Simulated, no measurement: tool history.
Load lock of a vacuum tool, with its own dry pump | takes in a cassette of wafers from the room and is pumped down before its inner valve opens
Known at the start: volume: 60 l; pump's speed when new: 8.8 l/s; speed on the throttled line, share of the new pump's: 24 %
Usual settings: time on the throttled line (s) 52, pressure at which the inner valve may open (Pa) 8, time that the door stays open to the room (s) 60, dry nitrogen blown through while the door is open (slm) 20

run,hour,time on the throttled line (s),pressure at which the inner valve may open (Pa),time that the door stays open to the room (s),dry nitrogen blown through while the door is open (slm),"incoming humidity of the room's air, %",time from the closed door until the inner valve may open (s),rise of the pressure with all valves shut (Pa/min)
1,0.0,52,8,60,20,47.1,104.3,0.035
2,321.5,52,8,61,20,46.0,103.7,0.036
3,490.2,52,8,60,39,43.9,106.4,0.029
4,831.0,52,8,60,39,43.3,106.5,0.022
5,1109.9,52,8,60,39,47.4,102.7,0.028
6,1312.9,52,8,60,39,45.8,105.4,0.028
7,1660.3,52,8,60,39,42.2,105.8,0.023
8,1846.1,52,8,60,39,41.9,104.0,0.022
9,2053.7,52,10,60,39,44.8,103.9,0.031
10,2339.0,52,10,60,39,47.4,103.2,0.025
11,2691.1,52,10,60,39,46.4,103.5,0.025
# hour 2751.9: dry pump taken out, an overhauled one fitted
12,2861.6,52,8,60,42,43.9,104.7,0.021
13,3212.8,52,8,60,42,42.7,104.8,0.019
14,3563.8,52,8,60,42,45.6,104.8,0.025
15,3883.9,52,8,60,42,41.0,104.6,0.026
16,4201.9,52,13,31,20,43.6,101.5,0.021
17,4418.9,52,7,31,16,47.7,107.2,0.031
18,4667.5,59,15,31,10,46.3,107.0,0.038
19,4937.0,52,8,209,17,44.2,104.2,0.077

Forecast each of these 5 alternatives for the next run:
A,5267.2,28,12,50,20,46.1,?,?
B,5267.2,88,9,209,20,41.9,?,?
C,5267.2,67,8,25,38,46.0,?,?
D,5267.2,94,8,63,5,48.2,?,?
E,5267.2,27,8,60,24,45.9,?,?

run,time from the closed door until the inner valve may open (s),rise of the pressure with all valves shut (Pa/min)
A,83.2,0.044
B,130.0,0.062
C,117.8,0.023
D,138.1,0.073
E,85.9,0.038
Without the tool's hidden state the same runs would have given:
run,time from the closed door until the inner valve may open (s),rise of the pressure with all valves shut (Pa/min)
A,83.2,0.043
B,130.0,0.061
C,117.8,0.023
D,138.1,0.072
E,85.9,0.037
